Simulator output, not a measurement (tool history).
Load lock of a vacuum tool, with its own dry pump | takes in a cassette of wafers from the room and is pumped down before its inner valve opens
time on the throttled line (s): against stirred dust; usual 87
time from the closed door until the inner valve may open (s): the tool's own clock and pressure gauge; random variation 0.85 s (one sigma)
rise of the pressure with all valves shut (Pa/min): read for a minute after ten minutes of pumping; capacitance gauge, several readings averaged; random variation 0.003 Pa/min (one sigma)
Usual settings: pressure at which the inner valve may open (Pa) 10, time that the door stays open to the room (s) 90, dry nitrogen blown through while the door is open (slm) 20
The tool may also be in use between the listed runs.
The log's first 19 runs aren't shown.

run	hour	time on the throttled line (s)	pressure at which the inner valve may open (Pa)	time that the door stays open to the room (s)	dry nitrogen blown through while the door is open (slm)	incoming humidity of the room's air, %	time from the closed door until the inner valve may open (s)	rise of the pressure with all valves shut (Pa/min)
20	1900.4	87	10	231	33	47.1	141.3	0.069
21	2024.3	87	10	231	33	42.9	137.9	0.065
22	2101.7	165	8	51	8	42.0	204.1	0.053
23	2199.2	55	14	90	20	45.1	110.2	0.057
24	2316.2	87	10	70	23	46.0	139.1	0.054
25	2420.4	87	10	70	23	46.0	139.2	0.059
26	2513.7	87	10	70	23	47.5	138.8	0.052
27	2590.0	87	14	224	6	44.0	138.4	0.128
28	2666.9	122	14	224	22	46.3	167.5	0.095
29	2770.3	87	12	79	20	44.5	138.2	0.077
30	2874.2	87	12	79	20	47.2	137.1	0.075
31	2999.1	87	10	90	36	44.5	140.6	0.068
32	3112.3	81	10	30	20	44.7	135.3	0.066
33	3204.5	89	9	99	20	44.2	142.8	0.085
34	3274.1	89	9	46	15	46.3	142.4	0.081
35	3402.0	146	8	61	6	46.1	192.0	0.094
36	3457.5	125	15	90	20	43.0	169.2	0.087
37	3594.2	139	15	90	22	41.0	179.5	0.100

Forecast each of these 3 alternatives for the next run:
A	3657.3	79	10	90	31	44.3	?	?
B	3657.3	87	10	90	7	43.7	?	?
C	3657.3	87	16	189	11	44.5	?	?

run	time from the closed door until the inner valve may open (s)	rise of the pressure with all valves shut (Pa/min)
A	134.8	0.096
B	141.1	0.108
C	137.8	0.129
Without the tool's hidden state the same runs would have given:
run	time from the closed door until the inner valve may open (s)	rise of the pressure with all valves shut (Pa/min)
A	125.4	0.030
B	131.9	0.042
C	129.2	0.062
